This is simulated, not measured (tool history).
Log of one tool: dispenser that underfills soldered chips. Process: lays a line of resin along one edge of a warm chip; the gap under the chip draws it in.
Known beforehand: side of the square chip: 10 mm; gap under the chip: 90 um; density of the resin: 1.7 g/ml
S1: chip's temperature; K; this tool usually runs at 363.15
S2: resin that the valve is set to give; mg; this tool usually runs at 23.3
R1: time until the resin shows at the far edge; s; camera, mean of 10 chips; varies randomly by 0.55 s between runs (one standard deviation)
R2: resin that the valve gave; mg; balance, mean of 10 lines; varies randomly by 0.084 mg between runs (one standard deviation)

run   hour      S1    S2     R1     R2
  1      0  363.15  23.3   71.9  23.14
       3.9  -- new syringe of resin
  2   11.8  354.15  23.3  117.1  23.16
      14.9  -- new syringe of resin
  3     22  363.15  24.9   68.4  24.66
      25.7  -- new syringe of resin
  4   30.8  361.15  23.3   68.7  22.98
      36.5  -- new syringe of resin
  5   40.2  361.15  23.3   61.7  22.83
        48  -- new syringe of resin
  6   49.1  361.15  23.3   52.2  22.86
  7     56  361.15  28.8     78  27.99
      59.2  -- new syringe of resin
  8   61.7  376.15  28.8   26.9  28.18
      70.4  -- new syringe of resin
  9   72.3  363.15  23.3   48.7  22.66
 10   80.4  363.15  22.3   79.8  21.66
      81.5  -- new syringe of resin
      92.7  -- new syringe of resin
 11   93.8  363.15  20.6     48  19.87
     104.2  -- new syringe of resin
       108  -- dispensing valve cleaned and set on the balance
 12    108  363.15  20.6   54.1  20.55
     116.6  -- new syringe of resin
 13  119.6  363.15  23.3   53.2  23.19
     127.6  -- new syringe of resin
 14  131.2  363.15  23.3   55.6  23.08
     138.6  -- new syringe of resin
 15  144.6  363.15  26.5   62.4  26.09
     149.7  -- new syringe of resin
 16    158  363.15  23.3   73.5  22.77
     160.5  -- new syringe of resin
 17  164.7  363.15  23.3   56.7  22.81
     172.5  -- new syringe of resin
 18  173.8  361.15  27.2   50.7   26.5
 19  180.4  375.15  27.9   37.9   27.1
     183.8  -- new syringe of resin
 20  191.6  374.15  24.8   41.1  23.92
     195.1  -- new syringe of resin
 21  198.3  374.15  24.8   31.7  23.82
     206.1  -- new syringe of resin
 22  207.8  374.15  24.8     28  23.89
     217.2  -- new syringe of resin
 23  220.7  356.15  20.1   78.9  19.21
     226.6  -- dispensing valve cleaned and set on the balance
     229.6  -- new syringe of resin
 24  233.1  366.15  29.5     44  29.34
       241  -- new syringe of resin
 25  241.5  353.15  21.5   76.1  21.36
 26  247.9  367.15  28.5   52.3  28.31
     251.8  -- new syringe of resin
 27    256  372.15  22.7   36.3  22.51
     262.7  -- new syringe of resin
 28    268  357.15  24.3   79.6  23.94
     273.8  -- new syringe of resin
 29  274.7  357.15  24.3   60.3  24.04
     284.7  -- new syringe of resin
 30  286.4  369.15    20   36.7   19.6
     296.3  -- new syringe of resin
 31  297.1  361.15  27.6   48.9  26.91
     307.6  -- new syringe of resin
 32    310  357.15  21.3   67.5   20.7
 33  317.9  350.15  25.2  148.9  24.38
     318.8  -- new syringe of resin
 34  325.1  350.15  25.2  119.8  24.25

Each row is a separate what-if for the run after 34, all from the same tool condition, not one after another. Results?
     329.7  -- new syringe of resin
  A   333  370.15  21.6   ?   ?
     329.7  -- new syringe of resin
  B   333  362.15  23.2   ?   ?
     329.7  -- new syringe of resin
  C   333  361.15  26.9   ?   ?
     329.7  -- new syringe of resin
  D   333  352.15  23.5   ?   ?

run    R1     R2
  A  37.7  20.97
  B  54.2  22.39
  C  55.2  25.91
  D    88   22.8
The same runs, with their run-to-run variation unchanged, on a tool lacking any hidden condition would have given:
run    R1     R2
  A  33.2  21.77
  B    48  23.25
  C    49  26.91
  D  78.2  23.67
